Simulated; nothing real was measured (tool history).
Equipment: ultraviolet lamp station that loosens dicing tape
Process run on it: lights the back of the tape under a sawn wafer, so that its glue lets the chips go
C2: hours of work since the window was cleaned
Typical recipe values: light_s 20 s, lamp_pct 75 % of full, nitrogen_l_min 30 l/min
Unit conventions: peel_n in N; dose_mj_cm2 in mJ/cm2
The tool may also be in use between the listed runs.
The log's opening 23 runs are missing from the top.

{"run": 24, "hour": 147.9, "light_s": 25, "lamp_pct": 75, "nitrogen_l_min": 22, "hours of work of the lamp": 373, "C2": 217, "peel_n": 0.31, "dose_mj_cm2": 488}
{"run": 25, "hour": 157.6, "light_s": 12, "lamp_pct": 75, "nitrogen_l_min": 24, "hours of work of the lamp": 380, "C2": 223, "peel_n": 1.495, "dose_mj_cm2": 235}
{"run": 26, "hour": 165.6, "light_s": 12, "lamp_pct": 75, "nitrogen_l_min": 24, "hours of work of the lamp": 385, "C2": 229, "peel_n": 1.471, "dose_mj_cm2": 233}
{"run": 27, "hour": 169.9, "light_s": 12, "lamp_pct": 75, "nitrogen_l_min": 24, "hours of work of the lamp": 388, "C2": 232, "peel_n": 1.456, "dose_mj_cm2": 234}
{"hour": 171.1, "done": "window cleaned of glue's vapour"}
{"run": 28, "hour": 177.6, "light_s": 20, "lamp_pct": 75, "nitrogen_l_min": 9, "hours of work of the lamp": 393, "C2": 5, "peel_n": 1.22, "dose_mj_cm2": 372}
{"run": 29, "hour": 187.1, "light_s": 20, "lamp_pct": 75, "nitrogen_l_min": 24, "hours of work of the lamp": 400, "C2": 11, "peel_n": 0.592, "dose_mj_cm2": 367}
{"run": 30, "hour": 192.6, "light_s": 10, "lamp_pct": 69, "nitrogen_l_min": 31, "hours of work of the lamp": 404, "C2": 15, "peel_n": 2.168, "dose_mj_cm2": 173}
{"run": 31, "hour": 201.2, "light_s": 20, "lamp_pct": 73, "nitrogen_l_min": 14, "hours of work of the lamp": 410, "C2": 21, "peel_n": 0.963, "dose_mj_cm2": 357}
{"run": 32, "hour": 209.0, "light_s": 37, "lamp_pct": 98, "nitrogen_l_min": 31, "hours of work of the lamp": 415, "C2": 27, "peel_n": 0.092, "dose_mj_cm2": 877}
{"hour": 214.5, "done": "window cleaned of glue's vapour, once more"}
{"run": 33, "hour": 215.5, "light_s": 37, "lamp_pct": 98, "nitrogen_l_min": 31, "hours of work of the lamp": 420, "C2": 1, "peel_n": 0.113, "dose_mj_cm2": 989}
{"run": 34, "hour": 225.6, "light_s": 13, "lamp_pct": 82, "nitrogen_l_min": 18, "hours of work of the lamp": 427, "C2": 8, "peel_n": 1.192, "dose_mj_cm2": 296}
{"run": 35, "hour": 234.8, "light_s": 15, "lamp_pct": 75, "nitrogen_l_min": 44, "hours of work of the lamp": 433, "C2": 14, "peel_n": 0.594, "dose_mj_cm2": 312}
{"run": 36, "hour": 244.1, "light_s": 26, "lamp_pct": 75, "nitrogen_l_min": 29, "hours of work of the lamp": 440, "C2": 21, "peel_n": 0.21, "dose_mj_cm2": 531}
{"run": 37, "hour": 251.9, "light_s": 26, "lamp_pct": 75, "nitrogen_l_min": 29, "hours of work of the lamp": 445, "C2": 26, "peel_n": 0.209, "dose_mj_cm2": 524}
{"run": 38, "hour": 258.6, "light_s": 37, "lamp_pct": 75, "nitrogen_l_min": 13, "hours of work of the lamp": 450, "C2": 31, "peel_n": 0.184, "dose_mj_cm2": 755}
{"run": 39, "hour": 267.0, "light_s": 10, "lamp_pct": 75, "nitrogen_l_min": 56, "hours of work of the lamp": 456, "C2": 37, "peel_n": 1.25, "dose_mj_cm2": 198}
{"run": 40, "hour": 276.5, "light_s": 10, "lamp_pct": 75, "nitrogen_l_min": 56, "hours of work of the lamp": 463, "C2": 44, "peel_n": 1.27, "dose_mj_cm2": 204}
{"run": 41, "hour": 282.1, "light_s": 20, "lamp_pct": 100, "nitrogen_l_min": 26, "hours of work of the lamp": 467, "C2": 48, "peel_n": 0.222, "dose_mj_cm2": 531}
{"run": 42, "hour": 290.7, "light_s": 20, "lamp_pct": 100, "nitrogen_l_min": 26, "hours of work of the lamp": 473, "C2": 54, "peel_n": 0.231, "dose_mj_cm2": 526}
{"run": 43, "hour": 297.3, "light_s": 11, "lamp_pct": 98, "nitrogen_l_min": 11, "hours of work of the lamp": 477, "C2": 58, "peel_n": 1.68, "dose_mj_cm2": 287}

What if the next run were any one of these 3? Each begins from the tool's condition after run 43:
{"run": "A", "hour": 306.4, "light_s": 11, "lamp_pct": 90, "nitrogen_l_min": 15, "hours of work of the lamp": 484, "C2": 65, "peel_n": "?", "dose_mj_cm2": "?"}
{"run": "B", "hour": 306.4, "light_s": 17, "lamp_pct": 75, "nitrogen_l_min": 30, "hours of work of the lamp": 484, "C2": 65, "peel_n": "?", "dose_mj_cm2": "?"}
{"run": "C", "hour": 306.4, "light_s": 25, "lamp_pct": 75, "nitrogen_l_min": 17, "hours of work of the lamp": 484, "C2": 65, "peel_n": "?", "dose_mj_cm2": "?"}

run=A peel_n=1.676 dose_mj_cm2=261
run=B peel_n=0.641 dose_mj_cm2=334
run=C peel_n=0.412 dose_mj_cm2=495
The same runs, with their run-to-run variation unchanged, on a tool lacking any hidden condition would have given:
run=A peel_n=1.078 dose_mj_cm2=336
run=B peel_n=0.344 dose_mj_cm2=430
run=C peel_n=0.220 dose_mj_cm2=637

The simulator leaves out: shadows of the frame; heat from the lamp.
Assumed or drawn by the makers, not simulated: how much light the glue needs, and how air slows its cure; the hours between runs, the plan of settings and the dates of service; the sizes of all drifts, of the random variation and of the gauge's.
